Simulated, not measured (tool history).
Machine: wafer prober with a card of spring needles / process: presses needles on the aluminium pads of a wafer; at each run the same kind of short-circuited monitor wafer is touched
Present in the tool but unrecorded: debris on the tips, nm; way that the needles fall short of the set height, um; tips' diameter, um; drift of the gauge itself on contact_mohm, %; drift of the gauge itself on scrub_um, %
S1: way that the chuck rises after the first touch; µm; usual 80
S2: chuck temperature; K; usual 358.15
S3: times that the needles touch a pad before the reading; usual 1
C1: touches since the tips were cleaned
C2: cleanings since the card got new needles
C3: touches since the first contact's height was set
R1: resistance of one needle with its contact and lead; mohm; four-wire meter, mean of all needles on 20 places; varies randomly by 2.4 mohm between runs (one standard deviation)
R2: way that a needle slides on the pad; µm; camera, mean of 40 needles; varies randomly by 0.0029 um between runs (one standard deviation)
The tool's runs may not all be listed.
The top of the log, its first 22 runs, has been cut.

Run 23, hour 167.8: usual settings but S1 66 µm; C1 3398; C2 9; C3 17574. Result: R1 309 mohm, R2 10.764 µm.
Run 24, hour 175.7: usual settings but S1 66 µm; C1 5367; C2 9; C3 19543. Result: R1 320 mohm, R2 10.770 µm.
Run 25, hour 183.9: usual settings but S1 67 µm, S2 333.15 K, S3 2; C1 7411; C2 9; C3 21587. Result: R1 299 mohm, R2 10.929 µm.
Run 26, hour 190.0: usual settings but S2 398.15 K, S3 2; C1 8933; C2 9; C3 23109. Result: R1 304 mohm, R2 13.054 µm.
At hour 190.6: tips cleaned on abrasive film.
Run 27, hour 201.2: usual settings but S2 314.15 K, S3 2; C1 2652; C2 10; C3 25894. Result: R1 273 mohm, R2 13.046 µm.
Run 28, hour 209.3: usual settings but S2 378.15 K; C1 4666; C2 10; C3 27908. Result: R1 303 mohm, R2 13.045 µm.
Run 29, hour 221.0: usual settings but S1 60 µm, S2 365.15 K; C1 7586; C2 10; C3 30828. Result: R1 336 mohm, R2 9.784 µm.
At hour 227.3: tips cleaned on abrasive film.
Run 30, hour 229.0: usual settings but S1 63 µm; C1 405; C2 11; C3 32793. Result: R1 292 mohm, R2 10.266 µm.
Run 31, hour 238.5: usual settings but S1 72 µm, S3 3; C1 2799; C2 11; C3 35187. Result: R1 284 mohm, R2 11.738 µm.
Run 32, hour 249.7: usual settings but S1 81 µm, S2 340.15 K, S3 3; C1 5592; C2 11; C3 37980. Result: R1 277 mohm, R2 13.208 µm.
Run 33, hour 257.6: usual settings but S1 94 µm, S2 340.15 K, S3 2; C1 7553; C2 11; C3 39941. Result: R1 285 mohm, R2 15.326 µm.
At hour 264.0: tips cleaned on abrasive film.
Run 34, hour 266.1: usual settings but S1 81 µm, S2 341.15 K, S3 2; C1 528; C2 12; C3 42048. Result: R1 277 mohm, R2 13.197 µm.
Run 35, hour 273.1: usual settings but S1 81 µm, S2 341.15 K, S3 2; C1 2284; C2 12; C3 43804. Result: R1 276 mohm, R2 13.201 µm.

Forecast each of these 4 alternatives for the next run:
Run A, hour 280.6: usual settings but S1 78 µm, S2 315.15 K; C1 4154; C2 12; C3 45674. Result: R1 ?, R2 ?.
Run B, hour 280.6: usual settings but S2 304.15 K; C1 4154; C2 12; C3 45674. Result: R1 ?, R2 ?.
Run C, hour 280.6: usual settings but S1 83 µm, S2 300.15 K; C1 4154; C2 12; C3 45674. Result: R1 ?, R2 ?.
Run D, hour 280.6: usual settings but S1 84 µm, S2 377.15 K, S3 2; C1 4154; C2 12; C3 45674. Result: R1 ?, R2 ?.

run   R1      R2
  A  292  12.705
  B  288  13.030
  C  287  13.524
  D  292  13.685
What these runs would have given with no unlogged condition in the tool:
run   R1      R2
  A  262  12.738
  B  259  13.063
  C  260  13.557
  D  278  13.718
